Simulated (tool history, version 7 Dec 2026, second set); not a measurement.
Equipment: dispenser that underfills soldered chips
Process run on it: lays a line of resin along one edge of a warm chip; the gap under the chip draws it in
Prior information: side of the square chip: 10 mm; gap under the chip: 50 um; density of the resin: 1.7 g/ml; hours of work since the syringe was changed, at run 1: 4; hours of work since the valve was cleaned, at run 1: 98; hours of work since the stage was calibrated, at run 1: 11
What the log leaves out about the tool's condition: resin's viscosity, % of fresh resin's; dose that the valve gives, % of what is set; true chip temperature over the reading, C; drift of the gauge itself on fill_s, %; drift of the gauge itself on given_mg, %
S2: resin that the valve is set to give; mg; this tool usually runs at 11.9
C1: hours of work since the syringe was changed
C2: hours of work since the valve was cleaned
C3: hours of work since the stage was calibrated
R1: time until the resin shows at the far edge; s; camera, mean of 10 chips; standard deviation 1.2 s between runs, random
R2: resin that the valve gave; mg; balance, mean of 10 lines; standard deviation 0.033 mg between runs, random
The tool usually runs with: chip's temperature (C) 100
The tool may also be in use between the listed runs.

{"run": 1, "hour": 0.0, "chip's temperature (C)": 100, "S2": 11.9, "C1": 4, "C2": 98, "C3": 11, "R1": 145.5, "R2": 11.41}
{"hour": 1.8, "done": "new syringe of resin"}
{"run": 2, "hour": 2.8, "chip's temperature (C)": 100, "S2": 11.9, "C1": 1, "C2": 100, "C3": 12, "R1": 117.1, "R2": 11.4}
{"run": 3, "hour": 6.6, "chip's temperature (C)": 100, "S2": 11.9, "C1": 3, "C2": 102, "C3": 15, "R1": 138.8, "R2": 11.4}
{"run": 4, "hour": 9.1, "chip's temperature (C)": 100, "S2": 11.9, "C1": 5, "C2": 104, "C3": 16, "R1": 146.8, "R2": 11.37}
{"hour": 10.5, "done": "new syringe of resin"}
{"run": 5, "hour": 12.9, "chip's temperature (C)": 100, "S2": 11.9, "C1": 2, "C2": 106, "C3": 19, "R1": 127.7, "R2": 11.39}
{"run": 6, "hour": 17.2, "chip's temperature (C)": 100, "S2": 10.5, "C1": 4, "C2": 109, "C3": 22, "R1": 154.6, "R2": 9.97}
{"hour": 19.0, "done": "new syringe of resin"}
{"run": 7, "hour": 21.7, "chip's temperature (C)": 100, "S2": 10.5, "C1": 2, "C2": 112, "C3": 24, "R1": 133, "R2": 10.03}
{"run": 8, "hour": 26.1, "chip's temperature (C)": 100, "S2": 13.5, "C1": 5, "C2": 115, "C3": 27, "R1": 142.5, "R2": 12.87}
{"hour": 27.9, "done": "new syringe of resin"}
{"run": 9, "hour": 30.6, "chip's temperature (C)": 100, "S2": 13.5, "C1": 2, "C2": 118, "C3": 30, "R1": 119.8, "R2": 12.83}
{"run": 10, "hour": 35.3, "chip's temperature (C)": 100, "S2": 13.5, "C1": 5, "C2": 121, "C3": 33, "R1": 142.2, "R2": 12.86}
{"hour": 36.7, "done": "new syringe of resin"}
{"run": 11, "hour": 40.9, "chip's temperature (C)": 100, "S2": 13.5, "C1": 3, "C2": 125, "C3": 37, "R1": 130.5, "R2": 12.88}
{"hour": 45.4, "done": "new syringe of resin"}
{"run": 12, "hour": 46.3, "chip's temperature (C)": 100, "S2": 13.5, "C1": 1, "C2": 128, "C3": 40, "R1": 113.7, "R2": 12.75}
{"run": 13, "hour": 50.3, "chip's temperature (C)": 100, "S2": 13.5, "C1": 3, "C2": 131, "C3": 43, "R1": 130.9, "R2": 12.81}
{"hour": 54.1, "done": "new syringe of resin"}
{"run": 14, "hour": 55.0, "chip's temperature (C)": 100, "S2": 13.9, "C1": 1, "C2": 134, "C3": 46, "R1": 117, "R2": 13.21}
{"run": 15, "hour": 58.7, "chip's temperature (C)": 100, "S2": 13.9, "C1": 3, "C2": 136, "C3": 48, "R1": 131.9, "R2": 13.05}
{"hour": 62.7, "done": "new syringe of resin"}
{"run": 16, "hour": 62.9, "chip's temperature (C)": 100, "S2": 13.9, "C1": 0, "C2": 139, "C3": 51, "R1": 113.8, "R2": 13.11}
{"run": 17, "hour": 67.8, "chip's temperature (C)": 100, "S2": 13.9, "C1": 3, "C2": 142, "C3": 54, "R1": 134.9, "R2": 13.13}
{"hour": 71.5, "done": "dispensing valve cleaned and set on the balance"}
{"hour": 72.3, "done": "new syringe of resin"}
{"run": 18, "hour": 74.3, "chip's temperature (C)": 100, "S2": 13.9, "C1": 1, "C2": 2, "C3": 58, "R1": 116.7, "R2": 13.92}
{"run": 19, "hour": 76.8, "chip's temperature (C)": 98, "S2": 11.4, "C1": 3, "C2": 3, "C3": 59, "R1": 142.3, "R2": 11.38}
{"run": 20, "hour": 79.9, "chip's temperature (C)": 98, "S2": 11.4, "C1": 5, "C2": 5, "C3": 61, "R1": 160.4, "R2": 11.34}
{"hour": 81.0, "done": "new syringe of resin"}
{"run": 21, "hour": 85.2, "chip's temperature (C)": 87, "S2": 13, "C1": 3, "C2": 9, "C3": 65, "R1": 191, "R2": 12.93}
{"run": 22, "hour": 88.0, "chip's temperature (C)": 100, "S2": 11.3, "C1": 5, "C2": 11, "C3": 67, "R1": 148.3, "R2": 11.27}
{"hour": 89.6, "done": "new syringe of resin"}
{"run": 23, "hour": 92.0, "chip's temperature (C)": 100, "S2": 11.3, "C1": 2, "C2": 13, "C3": 69, "R1": 121.7, "R2": 11.25}
{"run": 24, "hour": 95.8, "chip's temperature (C)": 90, "S2": 13.5, "C1": 4, "C2": 16, "C3": 72, "R1": 183.3, "R2": 13.44}
{"hour": 98.1, "done": "new syringe of resin"}
{"run": 25, "hour": 99.7, "chip's temperature (C)": 95, "S2": 11.1, "C1": 1, "C2": 18, "C3": 74, "R1": 141.1, "R2": 11.04}
{"run": 26, "hour": 103.9, "chip's temperature (C)": 102, "S2": 12.2, "C1": 4, "C2": 21, "C3": 77, "R1": 132.7, "R2": 12.01}
{"hour": 106.9, "done": "new syringe of resin"}
{"run": 27, "hour": 109.4, "chip's temperature (C)": 88, "S2": 11.9, "C1": 2, "C2": 24, "C3": 80, "R1": 176.5, "R2": 11.78}
{"run": 28, "hour": 114.3, "chip's temperature (C)": 88, "S2": 11.9, "C1": 5, "C2": 28, "C3": 84, "R1": 212.6, "R2": 11.84}
{"hour": 115.5, "done": "new syringe of resin"}
{"run": 29, "hour": 119.2, "chip's temperature (C)": 88, "S2": 11.9, "C1": 2, "C2": 31, "C3": 87, "R1": 182.4, "R2": 11.74}
{"run": 30, "hour": 123.1, "chip's temperature (C)": 108, "S2": 12.2, "C1": 5, "C2": 33, "C3": 89, "R1": 119.8, "R2": 12.03}
{"hour": 124.0, "done": "new syringe of resin"}
{"run": 31, "hour": 126.6, "chip's temperature (C)": 90, "S2": 12.1, "C1": 2, "C2": 35, "C3": 91, "R1": 167.8, "R2": 11.92}
{"run": 32, "hour": 131.1, "chip's temperature (C)": 90, "S2": 12.1, "C1": 5, "C2": 38, "C3": 94, "R1": 200.1, "R2": 11.93}
{"hour": 132.6, "done": "new syringe of resin"}
{"run": 33, "hour": 134.4, "chip's temperature (C)": 111, "S2": 11, "C1": 1, "C2": 40, "C3": 96, "R1": 90.1, "R2": 10.86}
{"run": 34, "hour": 138.7, "chip's temperature (C)": 94, "S2": 13.8, "C1": 4, "C2": 43, "C3": 99, "R1": 164.2, "R2": 13.45}
{"hour": 141.2, "done": "new syringe of resin"}
{"run": 35, "hour": 142.1, "chip's temperature (C)": 94, "S2": 13.8, "C1": 1, "C2": 45, "C3": 101, "R1": 132.1, "R2": 13.6}
{"run": 36, "hour": 144.9, "chip's temperature (C)": 94, "S2": 13.8, "C1": 2, "C2": 47, "C3": 103, "R1": 149.1, "R2": 13.49}

Branching from run 36: 3 alternative next runs. What would each branch give?
{"run": "A", "hour": 147.5, "chip's temperature (C)": 99, "S2": 14.2, "C1": 4, "C2": 49, "C3": 105, "R1": "?", "R2": "?"}
{"run": "B", "hour": 147.5, "chip's temperature (C)": 94, "S2": 15.1, "C1": 4, "C2": 49, "C3": 105, "R1": "?", "R2": "?"}
{"run": "C", "hour": 147.5, "chip's temperature (C)": 88, "S2": 10.8, "C1": 4, "C2": 49, "C3": 105, "R1": "?", "R2": "?"}

run=A R1=143.9 R2=13.9
run=B R1=161.5 R2=14.82
run=C R1=209.7 R2=10.63
Without the tool's hidden state the same runs would have given:
run=A R1=114 R2=14.17
run=B R1=128.1 R2=15.11
run=C R1=165.6 R2=10.83
